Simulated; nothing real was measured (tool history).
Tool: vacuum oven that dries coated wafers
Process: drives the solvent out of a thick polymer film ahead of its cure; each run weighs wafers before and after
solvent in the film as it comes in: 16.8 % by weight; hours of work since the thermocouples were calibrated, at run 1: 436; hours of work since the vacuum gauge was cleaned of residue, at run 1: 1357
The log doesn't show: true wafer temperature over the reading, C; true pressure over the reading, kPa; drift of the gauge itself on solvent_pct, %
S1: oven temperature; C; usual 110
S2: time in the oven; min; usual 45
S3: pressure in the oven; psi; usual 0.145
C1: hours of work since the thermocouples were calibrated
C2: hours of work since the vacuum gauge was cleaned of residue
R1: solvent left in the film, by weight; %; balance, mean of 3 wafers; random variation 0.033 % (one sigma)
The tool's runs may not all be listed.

{"run": 1, "hour": 0.0, "S1": 110, "S2": 45, "S3": 0.145, "C1": 436, "C2": 1357, "R1": 1.34}
{"run": 2, "hour": 93.2, "S1": 110, "S2": 45, "S3": 0.145, "C1": 481, "C2": 1402, "R1": 1.26}
{"run": 3, "hour": 164.1, "S1": 110, "S2": 45, "S3": 0.145, "C1": 515, "C2": 1436, "R1": 1.3}
{"run": 4, "hour": 253.6, "S1": 110, "S2": 45, "S3": 0.145, "C1": 558, "C2": 1479, "R1": 1.27}
{"run": 5, "hour": 339.1, "S1": 110, "S2": 45, "S3": 0.145, "C1": 599, "C2": 1520, "R1": 1.24}
{"run": 6, "hour": 430.1, "S1": 110, "S2": 45, "S3": 0.145, "C1": 643, "C2": 1564, "R1": 1.27}
{"run": 7, "hour": 481.0, "S1": 110, "S2": 45, "S3": 0.145, "C1": 668, "C2": 1588, "R1": 1.31}
{"run": 8, "hour": 552.0, "S1": 110, "S2": 45, "S3": 0.084, "C1": 702, "C2": 1622, "R1": 0.97}
{"run": 9, "hour": 601.3, "S1": 110, "S2": 45, "S3": 0.084, "C1": 726, "C2": 1646, "R1": 1.11}
{"run": 10, "hour": 660.8, "S1": 110, "S2": 45, "S3": 0.084, "C1": 754, "C2": 1675, "R1": 1.08}
{"run": 11, "hour": 719.3, "S1": 110, "S2": 45, "S3": 0.084, "C1": 782, "C2": 1703, "R1": 1.11}
{"run": 12, "hour": 774.9, "S1": 110, "S2": 45, "S3": 0.145, "C1": 809, "C2": 1730, "R1": 1.31}
{"run": 13, "hour": 827.0, "S1": 110, "S2": 66, "S3": 0.144, "C1": 834, "C2": 1755, "R1": 1.05}
{"run": 14, "hour": 886.1, "S1": 103, "S2": 41, "S3": 0.104, "C1": 863, "C2": 1783, "R1": 2.42}
{"run": 15, "hour": 925.4, "S1": 103, "S2": 41, "S3": 0.104, "C1": 882, "C2": 1802, "R1": 2.5}
{"run": 16, "hour": 987.8, "S1": 103, "S2": 41, "S3": 0.104, "C1": 912, "C2": 1832, "R1": 2.49}
{"run": 17, "hour": 1049.5, "S1": 114, "S2": 34, "S3": 0.145, "C1": 941, "C2": 1862, "R1": 1.27}
{"run": 18, "hour": 1109.7, "S1": 114, "S2": 34, "S3": 0.145, "C1": 970, "C2": 1891, "R1": 1.23}
{"run": 19, "hour": 1200.1, "S1": 107, "S2": 62, "S3": 0.292, "C1": 1014, "C2": 1934, "R1": 1.87}
{"run": 20, "hour": 1265.0, "S1": 110, "S2": 45, "S3": 0.08, "C1": 1045, "C2": 1965, "R1": 1.08}
{"run": 21, "hour": 1356.2, "S1": 119, "S2": 45, "S3": 0.083, "C1": 1089, "C2": 2009, "R1": 0.62}
{"run": 22, "hour": 1416.8, "S1": 119, "S2": 45, "S3": 0.083, "C1": 1118, "C2": 2038, "R1": 0.62}
{"run": 23, "hour": 1498.9, "S1": 119, "S2": 45, "S3": 0.083, "C1": 1157, "C2": 2078, "R1": 0.56}
{"run": 24, "hour": 1578.3, "S1": 119, "S2": 45, "S3": 0.083, "C1": 1196, "C2": 2116, "R1": 0.62}

The same runs without the tool's hidden state, with the same run-to-run variation:
run=1 R1=1.06
run=2 R1=0.97
run=3 R1=1.01
run=4 R1=0.97
run=5 R1=0.94
run=6 R1=0.98
run=7 R1=1.01
run=8 R1=0.66
run=9 R1=0.79
run=10 R1=0.76
run=11 R1=0.78
run=12 R1=1.00
run=13 R1=0.68
run=14 R1=2.12
run=15 R1=2.20
run=16 R1=2.19
run=17 R1=1.00
run=18 R1=0.95
run=19 R1=1.47
run=20 R1=0.73
run=21 R1=0.30
run=22 R1=0.30
run=23 R1=0.24
run=24 R1=0.29
